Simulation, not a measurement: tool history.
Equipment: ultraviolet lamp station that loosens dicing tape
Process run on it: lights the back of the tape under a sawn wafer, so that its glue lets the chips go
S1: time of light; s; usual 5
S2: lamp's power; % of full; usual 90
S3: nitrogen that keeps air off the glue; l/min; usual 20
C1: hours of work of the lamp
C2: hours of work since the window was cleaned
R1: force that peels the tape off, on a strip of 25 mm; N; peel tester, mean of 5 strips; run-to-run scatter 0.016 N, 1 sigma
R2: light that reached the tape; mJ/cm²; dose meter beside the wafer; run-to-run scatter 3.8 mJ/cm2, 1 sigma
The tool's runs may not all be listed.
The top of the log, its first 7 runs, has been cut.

run   hour  S1  S2  S3   C1   C2     R1    R2
      78.8  -- window cleaned of glue's vapour
  8   86.6   5  71  20  381    5   1.23   512
  9  100.8   5  97  20  391   15  0.618   699
 10  115.8   5  90  31  401   26  0.521   643
 11  126.9   9  90  20  409   33  0.152  1154
 12    134   9  90  20  414   38  0.156  1166
 13  143.7   9  90  20  421   45  0.152  1169
 14  153.7   5  90  20  428   52  0.712   642
 15  167.5   4  90  20  437   62  1.189   514
 16  181.7   4  90  20  447   71  1.222   518
 17  189.2   4  90  20  452   77  1.209   520
 18  202.7   5  90  15  462   86  0.961   652
 19  210.5   5  90  15  467   91  0.931   650
 20  225.6   5  90  15  477  102  0.922   651
 21  241.6   5  90  15  489  113  0.994   652
 22  257.6   5  90  15  500  124  0.953   652
 23  264.6   5  66  38  505  129  0.935   480
 24  274.7   6  90  26  512  136  0.374   776
 25  285.4   5  90   9  519  143  1.433   650
 26  300.9   5  90   9  530  154  1.419   656
 27  314.3   5  90   9  539  163  1.408   647

Forecast run 28:
 28   324  10  92   9  546  170   ?   ?

R1: 0.256 N
R2: 1341 mJ/cm²
The same run, on a tool lacking any hidden state, would have yielded R1 0.254 N, R2 1319 mJ/cm².
